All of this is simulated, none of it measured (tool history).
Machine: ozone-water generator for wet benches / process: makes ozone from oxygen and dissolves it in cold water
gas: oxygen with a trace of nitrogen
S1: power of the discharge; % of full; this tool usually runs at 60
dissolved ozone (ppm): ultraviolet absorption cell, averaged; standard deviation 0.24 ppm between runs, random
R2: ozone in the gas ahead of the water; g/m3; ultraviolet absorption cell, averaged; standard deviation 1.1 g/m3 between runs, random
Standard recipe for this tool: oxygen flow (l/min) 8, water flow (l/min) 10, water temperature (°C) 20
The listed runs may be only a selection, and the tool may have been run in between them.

run 1 hour=0 | S1=60 oxygen_flow_(l/min)=8 water_flow_(l/min)=10 water_temperature_(°C)=20 | dissolved_ozone_(ppm)=34.2 R2=202.9
run 2 hour=17.9 | S1=60 oxygen_flow_(l/min)=6.67 water_flow_(l/min)=10 water_temperature_(°C)=20 | dissolved_ozone_(ppm)=35 R2=217.1
run 3 hour=41.2 | S1=60 oxygen_flow_(l/min)=8 water_flow_(l/min)=13 water_temperature_(°C)=20 | dissolved_ozone_(ppm)=29.9 R2=202.7
run 4 hour=78.2 | S1=60 oxygen_flow_(l/min)=8 water_flow_(l/min)=13 water_temperature_(°C)=20 | dissolved_ozone_(ppm)=30.7 R2=203.2
run 5 hour=106.8 | S1=60 oxygen_flow_(l/min)=8 water_flow_(l/min)=10 water_temperature_(°C)=20 | dissolved_ozone_(ppm)=34.6 R2=202.5
-- hour=109.2 water thermometer calibrated
run 6 hour=144.8 | S1=60 oxygen_flow_(l/min)=8 water_flow_(l/min)=9 water_temperature_(°C)=20 | dissolved_ozone_(ppm)=35.9 R2=201.5
run 7 hour=169.6 | S1=60 oxygen_flow_(l/min)=8 water_flow_(l/min)=9 water_temperature_(°C)=20 | dissolved_ozone_(ppm)=36.2 R2=203.3
run 8 hour=210.2 | S1=60 oxygen_flow_(l/min)=14.39 water_flow_(l/min)=9 water_temperature_(°C)=24 | dissolved_ozone_(ppm)=29.1 R2=163.8
run 9 hour=229.3 | S1=45 oxygen_flow_(l/min)=14.39 water_flow_(l/min)=9 water_temperature_(°C)=13 | dissolved_ozone_(ppm)=29.8 R2=124.9
-- hour=250 water thermometer calibrated, once more
run 10 hour=252.5 | S1=45 oxygen_flow_(l/min)=14.39 water_flow_(l/min)=9 water_temperature_(°C)=13 | dissolved_ozone_(ppm)=30.4 R2=126.4
run 11 hour=272.4 | S1=45 oxygen_flow_(l/min)=14.39 water_flow_(l/min)=9 water_temperature_(°C)=13 | dissolved_ozone_(ppm)=30.5 R2=125.3
run 12 hour=296 | S1=78 oxygen_flow_(l/min)=14.39 water_flow_(l/min)=10 water_temperature_(°C)=13 | dissolved_ozone_(ppm)=48.6 R2=208.9
run 13 hour=336.9 | S1=78 oxygen_flow_(l/min)=14.39 water_flow_(l/min)=10 water_temperature_(°C)=13 | dissolved_ozone_(ppm)=48.3 R2=207.1

Branching from run 13: 4 alternative next runs. What would each branch give?
run A hour=360.8 | S1=91 oxygen_flow_(l/min)=4.82 water_flow_(l/min)=16 water_temperature_(°C)=20 | dissolved_ozone_(ppm)=? R2=?
run B hour=360.8 | S1=44 oxygen_flow_(l/min)=4.47 water_flow_(l/min)=10 water_temperature_(°C)=20 | dissolved_ozone_(ppm)=? R2=?
run C hour=360.8 | S1=78 oxygen_flow_(l/min)=14.39 water_flow_(l/min)=10 water_temperature_(°C)=14 | dissolved_ozone_(ppm)=? R2=?
run D hour=360.8 | S1=78 oxygen_flow_(l/min)=5.4 water_flow_(l/min)=16 water_temperature_(°C)=13 | dissolved_ozone_(ppm)=? R2=?

run=A dissolved_ozone_(ppm)=38.4 R2=359
run=B dissolved_ozone_(ppm)=26.1 R2=186.6
run=C dissolved_ozone_(ppm)=48 R2=209.2
run=D dissolved_ozone_(ppm)=38.2 R2=294.8
Without the tool's hidden state the same runs would have given:
run=A dissolved_ozone_(ppm)=39.7 R2=358.8
run=B dissolved_ozone_(ppm)=26.9 R2=186.5
run=C dissolved_ozone_(ppm)=49.4 R2=209.1
run=D dissolved_ozone_(ppm)=39.5 R2=294.7

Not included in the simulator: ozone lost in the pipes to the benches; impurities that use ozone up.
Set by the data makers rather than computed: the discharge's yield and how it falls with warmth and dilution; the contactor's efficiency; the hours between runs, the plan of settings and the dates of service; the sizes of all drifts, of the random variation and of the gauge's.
